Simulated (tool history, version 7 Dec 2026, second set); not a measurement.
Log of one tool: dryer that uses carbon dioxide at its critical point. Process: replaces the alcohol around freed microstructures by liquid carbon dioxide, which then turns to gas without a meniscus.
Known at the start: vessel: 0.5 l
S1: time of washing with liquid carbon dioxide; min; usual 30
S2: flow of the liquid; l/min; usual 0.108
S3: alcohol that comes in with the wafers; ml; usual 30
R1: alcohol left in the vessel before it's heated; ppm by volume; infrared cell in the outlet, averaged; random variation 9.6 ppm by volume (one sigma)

run	hour	S1	S2	S3	R1
1	0.0	30	0.108	30	1037
2	8.5	30	0.108	61	2109
3	19.0	30	0.108	98	3424
4	30.5	30	0.108	98	3386
5	41.9	30	0.108	98	3503
6	51.2	30	0.108	98	3534
7	63.7	30	0.108	30	1088
8	70.9	30	0.108	30	1145
9	84.6	30	0.108	30	1147
10	93.1	30	0.108	30	1121
# hour 100.7: inlet filter changed
11	104.5	30	0.108	30	585
12	116.1	30	0.108	30	592
13	124.9	30	0.108	30	600
14	141.0	30	0.108	30	612
15	150.0	36	0.108	30	264
16	158.1	36	0.108	30	267
17	167.1	36	0.108	30	270
18	181.7	36	0.108	30	282
19	191.9	36	0.108	30	279
20	200.7	36	0.108	30	292
21	213.4	36	0.108	30	285
22	225.8	45	0.076	45	853
23	243.5	28	0.152	30	177
24	256.6	44	0.108	21	101
25	265.8	29	0.108	30	848
26	274.1	30	0.093	30	1309
27	288.0	18	0.096	30	5599
28	299.1	33	0.106	101	1619
29	315.0	37	0.122	69	326
30	330.8	37	0.122	69	330
31	347.6	37	0.111	69	572
32	357.5	20	0.076	30	7718
33	366.5	20	0.076	30	8135
34	382.8	20	0.076	30	8116
35	392.7	20	0.076	117	31141
36	408.8	20	0.076	117	31068
37	419.3	19	0.075	111	34150
38	432.8	43	0.078	30	781
39	440.9	19	0.092	56	11120
40	450.8	20	0.097	76	11481
41	458.8	44	0.108	84	368

Some steps in R1 between neighbouring runs. How much of each would the tool show without its hidden state too (settings, what came in, random variation), and how much is left for the hidden state, with any gauge scatter that isn't in both results?
The hidden state here: flow that reaches the vessel past the clogged filter, %; alcohol in the recycled carbon dioxide, ppm; drift of the gauge itself on alcohol_ppm, %.
Run 34 -> 35: S3 30 -> 117. R1 +23025 ppm by volume: hidden state +3102, all else +19923.
Run 37 -> 38: S1 19 -> 43, S2 0.075 -> 0.078, S3 111 -> 30. R1 -33369 ppm by volume: hidden state -4422, all else -28947.
Run 40 -> 41: S1 20 -> 44, S2 0.097 -> 0.108, S3 76 -> 84. R1 -11113 ppm by volume: hidden state -2144, all else -8969.
